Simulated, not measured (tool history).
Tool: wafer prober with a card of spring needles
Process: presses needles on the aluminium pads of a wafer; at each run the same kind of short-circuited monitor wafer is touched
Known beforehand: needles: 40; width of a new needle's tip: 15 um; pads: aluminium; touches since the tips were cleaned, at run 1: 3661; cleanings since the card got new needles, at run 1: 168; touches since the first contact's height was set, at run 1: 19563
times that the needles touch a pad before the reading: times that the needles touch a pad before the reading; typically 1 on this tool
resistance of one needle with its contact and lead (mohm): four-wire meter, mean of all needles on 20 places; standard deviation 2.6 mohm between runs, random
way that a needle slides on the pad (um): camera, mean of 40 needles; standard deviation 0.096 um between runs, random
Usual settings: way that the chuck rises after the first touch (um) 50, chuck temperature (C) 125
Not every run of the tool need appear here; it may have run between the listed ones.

run   hour  way that the chuck rises after the first touch (um)  chuck temperature (C)  times that the needles touch a pad before the reading  touches since the tips were cleaned  cleanings since the card got new needles  touches since the first contact's height was set  resistance of one needle with its contact and lead (mohm)  way that a needle slides on the pad (um)
  1      0                                                   50                    125                                                      1                                 3661                                       168                                             19563                                                        327                                      9.87
       2.6  -- tips cleaned on abrasive film
      15.3  -- tips cleaned on abrasive film
      28.1  -- tips cleaned on abrasive film
  2   35.9                                                   50                    125                                                      1                                 2898                                       171                                             32705                                                        326                                      9.89
      38.5  -- tips cleaned on abrasive film
      48.8  -- tips cleaned on abrasive film
        59  -- tips cleaned on abrasive film
  3   65.1                                                   50                    125                                                      1                                 2232                                       174                                             43352                                                        323                                      9.71
      70.2  -- tips cleaned on abrasive film
      82.5  -- tips cleaned on abrasive film
      92.7  -- tips cleaned on abrasive film
  4   94.1                                                   50                    125                                                      1                                  496                                       177                                             53936                                                        316                                      9.59
     104.3  -- tips cleaned on abrasive film
     116.8  -- tips cleaned on abrasive film
     129.5  -- tips cleaned on abrasive film
     140.4  -- tips cleaned on abrasive film
  5  140.4                                                   50                     28                                                      1                                    0                                       181                                             70870                                                        277                                      9.52
       153  -- tips cleaned on abrasive film
     163.3  -- tips cleaned on abrasive film
       176  -- tips cleaned on abrasive film
     188.7  -- tips cleaned on abrasive film
  6  190.1                                                   50                    125                                                      1                                  514                                       185                                             89085                                                        318                                      9.49
     200.4  -- tips cleaned on abrasive film
     212.9  -- tips cleaned on abrasive film
     223.1  -- tips cleaned on abrasive film
       235  -- tips cleaned on abrasive film
  7    235                                                   50                    125                                                      1                                    0                                       189                                            105494                                                        304                                      9.51
     247.8  -- tips cleaned on abrasive film
     260.6  -- tips cleaned on abrasive film
     273.1  -- tips cleaned on abrasive film
     283.4  -- tips cleaned on abrasive film
  8  287.7                                                   50                    125                                                      1                                 1601                                       193                                            124796                                                        323                                      9.41
     295.4  -- tips cleaned on abrasive film
     308.2  -- tips cleaned on abrasive film
     318.4  -- tips cleaned on abrasive film
     331.2  -- tips cleaned on abrasive film
  9  335.1                                                   50                    125                                                      1                                 1420                                       197                                            142118                                                        324                                       9.3
     342.8  -- tips cleaned on abrasive film
       353  -- tips cleaned on abrasive film
 10  358.4                                                   54                     82                                                      1                                 1989                                       199                                            150655                                                        308                                      9.98
     363.6  -- tips cleaned on abrasive film
     376.4  -- tips cleaned on abrasive film
     386.6  -- tips cleaned on abrasive film
     399.3  -- tips cleaned on abrasive film
 11    409                                                   54                     82                                                      3                                 3557                                       203                                            169166                                                        304                                      9.89
     411.6  -- tips cleaned on abrasive film
     424.3  -- tips cleaned on abrasive film
     436.9  -- tips cleaned on abrasive film
     449.7  -- tips cleaned on abrasive film
 12  454.9                                                   54                     75                                                      2                                 1904                                       207                                            185949                                                        302                                       9.9
       460  -- tips cleaned on abrasive film
     472.3  -- tips cleaned on abrasive film
     484.5  -- tips cleaned on abrasive film
 13  484.5                                                   50                     32                                                      1                                    0                                       210                                            196765                                                        279                                      8.98
     497.3  -- tips cleaned on abrasive film
       510  -- tips cleaned on abrasive film
 14  511.7                                                   50                     32                                                      1                                  641                                       212                                            206729                                                        292                                      8.82
     521.7  -- tips cleaned on abrasive film
     534.4  -- tips cleaned on abrasive film
     544.6  -- tips cleaned on abrasive film
     557.1  -- tips cleaned on abrasive film
     567.3  -- tips cleaned on abrasive film
 15  567.6                                                   50                     32                                                      1                                  115                                       217                                            227181                                                        284                                      8.89

Describe how what the log doesn't record of the tool's condition differs between the last listed run preceding each entry between runs and the first listed run following it.
Logged between run 1 and run 2: tips cleaned on abrasive film (hour 2.6); tips cleaned on abrasive film (hour 15.3); tips cleaned on abrasive film (hour 28.1)
  debris on the tips, nm: 38.6 -> 32.3; way that the needles fall short of the set height, um: 0.38 -> 0.68; tips' diameter, um: 21.32 -> 21.42
  measured result minus the result with no hidden state, resistance of one needle with its contact and lead (mohm): +32 -> +29; way that a needle slides on the pad (um): -0.07 -> -0.14
Logged between run 2 and run 3: tips cleaned on abrasive film (hour 38.5); tips cleaned on abrasive film (hour 48.8); tips cleaned on abrasive film (hour 59)
  debris on the tips, nm: 32.3 -> 26; way that the needles fall short of the set height, um: 0.68 -> 0.95; tips' diameter, um: 21.42 -> 21.52
  measured result minus the result with no hidden state, resistance of one needle with its contact and lead (mohm): +29 -> +25; way that a needle slides on the pad (um): -0.14 -> -0.19
Logged between run 3 and run 4: tips cleaned on abrasive film (hour 70.2); tips cleaned on abrasive film (hour 82.5); tips cleaned on abrasive film (hour 92.7)
  debris on the tips, nm: 26 -> 9.6; way that the needles fall short of the set height, um: 0.95 -> 1.22; tips' diameter, um: 21.52 -> 21.61
  measured result minus the result with no hidden state, resistance of one needle with its contact and lead (mohm): +25 -> +14; way that a needle slides on the pad (um): -0.19 -> -0.25
Logged between run 4 and run 5: tips cleaned on abrasive film (hour 104.3); tips cleaned on abrasive film (hour 116.8); tips cleaned on abrasive film (hour 129.5); tips cleaned on abrasive film (hour 140.4)
  debris on the tips, nm: 9.6 -> 2.5; way that the needles fall short of the set height, um: 1.22 -> 1.65; tips' diameter, um: 21.61 -> 21.76
  measured result minus the result with no hidden state, resistance of one needle with its contact and lead (mohm): +14 -> +8; way that a needle slides on the pad (um): -0.25 -> -0.32
Logged between run 5 and run 6: tips cleaned on abrasive film (hour 153); tips cleaned on abrasive film (hour 163.3); tips cleaned on abrasive film (hour 176); tips cleaned on abrasive film (hour 188.7)
  debris on the tips, nm: 2.5 -> 11.4; way that the needles fall short of the set height, um: 1.65 -> 2.08; tips' diameter, um: 21.76 -> 21.91
  measured result minus the result with no hidden state, resistance of one needle with its contact and lead (mohm): +8 -> +16; way that a needle slides on the pad (um): -0.32 -> -0.41
Logged between run 6 and run 7: tips cleaned on abrasive film (hour 200.4); tips cleaned on abrasive film (hour 212.9); tips cleaned on abrasive film (hour 223.1); tips cleaned on abrasive film (hour 235)
  debris on the tips, nm: 11.4 -> 3.5; way that the needles fall short of the set height, um: 2.08 -> 2.47; tips' diameter, um: 21.91 -> 22.05
  measured result minus the result with no hidden state, resistance of one needle with its contact and lead (mohm): +16 -> +10; way that a needle slides on the pad (um): -0.41 -> -0.49
Logged between run 7 and run 8: tips cleaned on abrasive film (hour 247.8); tips cleaned on abrasive film (hour 260.6); tips cleaned on abrasive film (hour 273.1); tips cleaned on abrasive film (hour 283.4)
  debris on the tips, nm: 3.5 -> 22.3; way that the needles fall short of the set height, um: 2.47 -> 2.94; tips' diameter, um: 22.05 -> 22.21
  measured result minus the result with no hidden state, resistance of one needle with its contact and lead (mohm): +10 -> +26; way that a needle slides on the pad (um): -0.49 -> -0.59
Logged between run 8 and run 9: tips cleaned on abrasive film (hour 295.4); tips cleaned on abrasive film (hour 308.2); tips cleaned on abrasive film (hour 318.4); tips cleaned on abrasive film (hour 331.2)
  debris on the tips, nm: 22.3 -> 18.8; way that the needles fall short of the set height, um: 2.94 -> 3.37; tips' diameter, um: 22.21 -> 22.36
  measured result minus the result with no hidden state, resistance of one needle with its contact and lead (mohm): +26 -> +25; way that a needle slides on the pad (um): -0.59 -> -0.67
Logged between run 9 and run 10: tips cleaned on abrasive film (hour 342.8); tips cleaned on abrasive film (hour 353)
  debris on the tips, nm: 18.8 -> 23.6; way that the needles fall short of the set height, um: 3.37 -> 3.6; tips' diameter, um: 22.36 -> 22.44
  measured result minus the result with no hidden state, resistance of one needle with its contact and lead (mohm): +25 -> +25; way that a needle slides on the pad (um): -0.67 -> -0.72
Logged between run 10 and run 11: tips cleaned on abrasive film (hour 363.6); tips cleaned on abrasive film (hour 376.4); tips cleaned on abrasive film (hour 386.6); tips cleaned on abrasive film (hour 399.3)
  debris on the tips, nm: 23.6 -> 35.2; way that the needles fall short of the set height, um: 3.6 -> 4; tips' diameter, um: 22.44 -> 22.58
  measured result minus the result with no hidden state, resistance of one needle with its contact and lead (mohm): +25 -> +17; way that a needle slides on the pad (um): -0.72 -> -0.79
Logged between run 11 and run 12: tips cleaned on abrasive film (hour 411.6); tips cleaned on abrasive film (hour 424.3); tips cleaned on abrasive film (hour 436.9); tips cleaned on abrasive film (hour 449.7)
  debris on the tips, nm: 35.2 -> 23.1; way that the needles fall short of the set height, um: 4 -> 4.46; tips' diameter, um: 22.58 -> 22.74
  measured result minus the result with no hidden state, resistance of one needle with its contact and lead (mohm): +17 -> +19; way that a needle slides on the pad (um): -0.79 -> -0.89
Logged between run 12 and run 13: tips cleaned on abrasive film (hour 460); tips cleaned on abrasive film (hour 472.3); tips cleaned on abrasive film (hour 484.5)
  debris on the tips, nm: 23.1 -> 4.5; way that the needles fall short of the set height, um: 4.46 -> 4.77; tips' diameter, um: 22.74 -> 22.85
  measured result minus the result with no hidden state, resistance of one needle with its contact and lead (mohm): +19 -> +12; way that a needle slides on the pad (um): -0.89 -> -0.95
Logged between run 13 and run 14: tips cleaned on abrasive film (hour 497.3); tips cleaned on abrasive film (hour 510)
  debris on the tips, nm: 4.5 -> 13; way that the needles fall short of the set height, um: 4.77 -> 4.99; tips' diameter, um: 22.85 -> 22.93
  measured result minus the result with no hidden state, resistance of one needle with its contact and lead (mohm): +12 -> +21; way that a needle slides on the pad (um): -0.95 -> -0.98
Logged between run 14 and run 15: tips cleaned on abrasive film (hour 521.7); tips cleaned on abrasive film (hour 534.4); tips cleaned on abrasive film (hour 544.6); tips cleaned on abrasive film (hour 557.1); tips cleaned on abrasive film (hour 567.3)
  debris on the tips, nm: 13 -> 4.6; way that the needles fall short of the set height, um: 4.99 -> 5.52; tips' diameter, um: 22.93 -> 23.12
  measured result minus the result with no hidden state, resistance of one needle with its contact and lead (mohm): +21 -> +13; way that a needle slides on the pad (um): -0.98 -> -1.1

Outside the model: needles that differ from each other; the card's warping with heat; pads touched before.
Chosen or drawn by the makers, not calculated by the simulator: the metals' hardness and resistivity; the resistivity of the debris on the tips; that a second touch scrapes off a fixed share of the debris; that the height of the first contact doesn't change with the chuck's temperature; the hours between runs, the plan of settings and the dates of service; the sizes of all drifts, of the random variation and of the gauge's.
